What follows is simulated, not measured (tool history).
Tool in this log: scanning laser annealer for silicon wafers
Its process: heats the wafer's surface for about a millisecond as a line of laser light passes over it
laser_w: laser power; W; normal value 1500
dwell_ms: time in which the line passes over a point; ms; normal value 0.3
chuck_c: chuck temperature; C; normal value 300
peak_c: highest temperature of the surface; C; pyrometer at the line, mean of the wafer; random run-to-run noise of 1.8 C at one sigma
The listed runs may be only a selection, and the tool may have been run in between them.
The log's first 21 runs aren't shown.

run     day  laser_w  dwell_ms  chuck_c  hours of work since the window was cleaned  hours of work since the power meter was calibrated  hours of work since the optics were aligned  peak_c
 22  15.575     1500     0.213      300                                          20                                                 440                                         1644     902
 23  16.475     1287     0.315      336                                          30                                                 450                                         1654     949
 24  17.488     1287     0.315      336                                          41                                                 461                                         1665     949
 25  17.975     1287     0.315      336                                          46                                                 466                                         1670     944
 26  18.625     1343     0.225      327                                          53                                                 473                                         1677     870
 27  19.617     1343     0.225      327                                          64                                                 484                                         1688     872
 28  20.379     1394     0.212      304                                          72                                                 492                                         1696     856
     20.788  -- optics aligned, line set to its width
 29  21.242     1394     0.212      299                                          80                                                 500                                            5     861
 30  22.288     1394     0.212      299                                          91                                                 511                                           16     862
 31  22.754     1394     0.212      299                                          96                                                 516                                           22     861
 32  23.825     1394     0.308      304                                         108                                                 528                                           33     974
 33  24.504     1394     0.308      304                                         115                                                 535                                           41     977
 34  25.108     1394     0.308      304                                         122                                                 542                                           47     979
 35   25.55     1438     0.285      282                                         127                                                 547                                           52     954
 36  26.146     1438     0.285      282                                         133                                                 553                                           59     954
 37  27.162     1611     0.268      293                                         144                                                 564                                           70    1036
 38  27.833     1611     0.268      293                                         152                                                 572                                           77    1036
 39  28.671     1611     0.268      293                                         161                                                 581                                           86    1037
 40  29.258     1500     0.245      339                                         167                                                 587                                           93     994

Run 41 has not been measured yet. What should we expect?
 41  30.075     1500     0.245      339                                         176                                                 596                                          101       ?

peak_c: 996 C
Take away the tool's hidden state, keep the run-to-run variation as it was, and the same run would have given peak_c 1003 C.

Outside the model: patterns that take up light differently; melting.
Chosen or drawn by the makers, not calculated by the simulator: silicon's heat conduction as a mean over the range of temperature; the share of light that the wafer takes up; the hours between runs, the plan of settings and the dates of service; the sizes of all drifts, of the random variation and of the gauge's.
